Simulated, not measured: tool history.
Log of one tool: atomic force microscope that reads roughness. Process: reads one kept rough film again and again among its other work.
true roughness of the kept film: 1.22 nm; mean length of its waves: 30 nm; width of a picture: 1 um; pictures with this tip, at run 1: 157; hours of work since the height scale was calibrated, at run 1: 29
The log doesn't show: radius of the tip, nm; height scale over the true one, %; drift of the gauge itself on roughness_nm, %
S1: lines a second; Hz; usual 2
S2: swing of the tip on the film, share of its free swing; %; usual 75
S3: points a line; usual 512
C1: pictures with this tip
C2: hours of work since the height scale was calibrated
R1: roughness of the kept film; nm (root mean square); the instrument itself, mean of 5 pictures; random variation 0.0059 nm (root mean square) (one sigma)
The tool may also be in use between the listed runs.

{"run": 1, "hour": 0.0, "S1": 2, "S2": 75, "S3": 512, "C1": 157, "C2": 29, "R1": 1.072}
{"run": 2, "hour": 8.7, "S1": 2, "S2": 75, "S3": 512, "C1": 169, "C2": 33, "R1": 1.073}
{"run": 3, "hour": 16.3, "S1": 2, "S2": 75, "S3": 512, "C1": 179, "C2": 36, "R1": 1.061}
{"run": 4, "hour": 21.0, "S1": 2, "S2": 75, "S3": 512, "C1": 185, "C2": 38, "R1": 1.079}
{"run": 5, "hour": 27.5, "S1": 0.54, "S2": 75, "S3": 512, "C1": 194, "C2": 41, "R1": 1.122}
{"run": 6, "hour": 33.1, "S1": 0.54, "S2": 75, "S3": 512, "C1": 202, "C2": 43, "R1": 1.127}
{"run": 7, "hour": 39.7, "S1": 2, "S2": 75, "S3": 360, "C1": 211, "C2": 45, "R1": 1.065}
{"run": 8, "hour": 48.6, "S1": 2, "S2": 75, "S3": 476, "C1": 223, "C2": 49, "R1": 1.079}
{"run": 9, "hour": 57.8, "S1": 2, "S2": 75, "S3": 476, "C1": 235, "C2": 53, "R1": 1.066}
{"run": 10, "hour": 64.0, "S1": 2, "S2": 75, "S3": 476, "C1": 243, "C2": 55, "R1": 1.078}
{"run": 11, "hour": 70.5, "S1": 2, "S2": 75, "S3": 512, "C1": 252, "C2": 58, "R1": 1.068}
{"run": 12, "hour": 75.1, "S1": 2, "S2": 75, "S3": 512, "C1": 258, "C2": 60, "R1": 1.06}
{"run": 13, "hour": 80.5, "S1": 2, "S2": 75, "S3": 512, "C1": 266, "C2": 62, "R1": 1.073}
{"run": 14, "hour": 88.5, "S1": 2, "S2": 75, "S3": 512, "C1": 276, "C2": 65, "R1": 1.071}
{"hour": 95.7, "done": "new tip fitted"}
{"run": 15, "hour": 95.9, "S1": 2, "S2": 75, "S3": 369, "C1": 1, "C2": 68, "R1": 1.069}
{"run": 16, "hour": 104.4, "S1": 2, "S2": 59, "S3": 512, "C1": 12, "C2": 71, "R1": 1.124}
{"run": 17, "hour": 109.2, "S1": 3.49, "S2": 69, "S3": 360, "C1": 19, "C2": 73, "R1": 1.051}
{"run": 18, "hour": 117.9, "S1": 0.58, "S2": 67, "S3": 610, "C1": 30, "C2": 77, "R1": 1.132}
{"run": 19, "hour": 124.7, "S1": 0.58, "S2": 67, "S3": 610, "C1": 40, "C2": 79, "R1": 1.143}
{"run": 20, "hour": 131.0, "S1": 0.58, "S2": 67, "S3": 610, "C1": 48, "C2": 82, "R1": 1.148}
{"run": 21, "hour": 139.3, "S1": 3.73, "S2": 75, "S3": 806, "C1": 59, "C2": 85, "R1": 1.012}
{"run": 22, "hour": 145.1, "S1": 3.73, "S2": 75, "S3": 806, "C1": 67, "C2": 88, "R1": 1.009}
{"run": 23, "hour": 153.9, "S1": 1.79, "S2": 76, "S3": 806, "C1": 79, "C2": 91, "R1": 1.077}
{"run": 24, "hour": 159.2, "S1": 0.64, "S2": 76, "S3": 806, "C1": 86, "C2": 93, "R1": 1.12}
{"run": 25, "hour": 167.7, "S1": 0.64, "S2": 67, "S3": 691, "C1": 98, "C2": 97, "R1": 1.129}
{"run": 26, "hour": 173.5, "S1": 0.64, "S2": 67, "S3": 691, "C1": 105, "C2": 99, "R1": 1.151}
{"run": 27, "hour": 181.3, "S1": 0.54, "S2": 75, "S3": 512, "C1": 116, "C2": 102, "R1": 1.143}
{"run": 28, "hour": 190.8, "S1": 0.54, "S2": 75, "S3": 512, "C1": 129, "C2": 106, "R1": 1.133}
{"run": 29, "hour": 195.0, "S1": 3.97, "S2": 88, "S3": 285, "C1": 135, "C2": 108, "R1": 0.883}

4 ways to go on from here, each from the tool as it stands after run 29. What would each give?
{"run": "A", "hour": 199.9, "S1": 2, "S2": 63, "S3": 512, "C1": 141, "C2": 110, "R1": "?"}
{"run": "B", "hour": 199.9, "S1": 1.44, "S2": 66, "S3": 1005, "C1": 141, "C2": 110, "R1": "?"}
{"run": "C", "hour": 199.9, "S1": 1.91, "S2": 83, "S3": 512, "C1": 141, "C2": 110, "R1": "?"}
{"run": "D", "hour": 199.9, "S1": 1.11, "S2": 57, "S3": 285, "C1": 141, "C2": 110, "R1": "?"}

run=A R1=1.12
run=B R1=1.125
run=C R1=1.037
run=D R1=1.127
Without the tool's hidden state the same runs would have given:
run=A R1=1.121
run=B R1=1.126
run=C R1=1.039
run=D R1=1.129
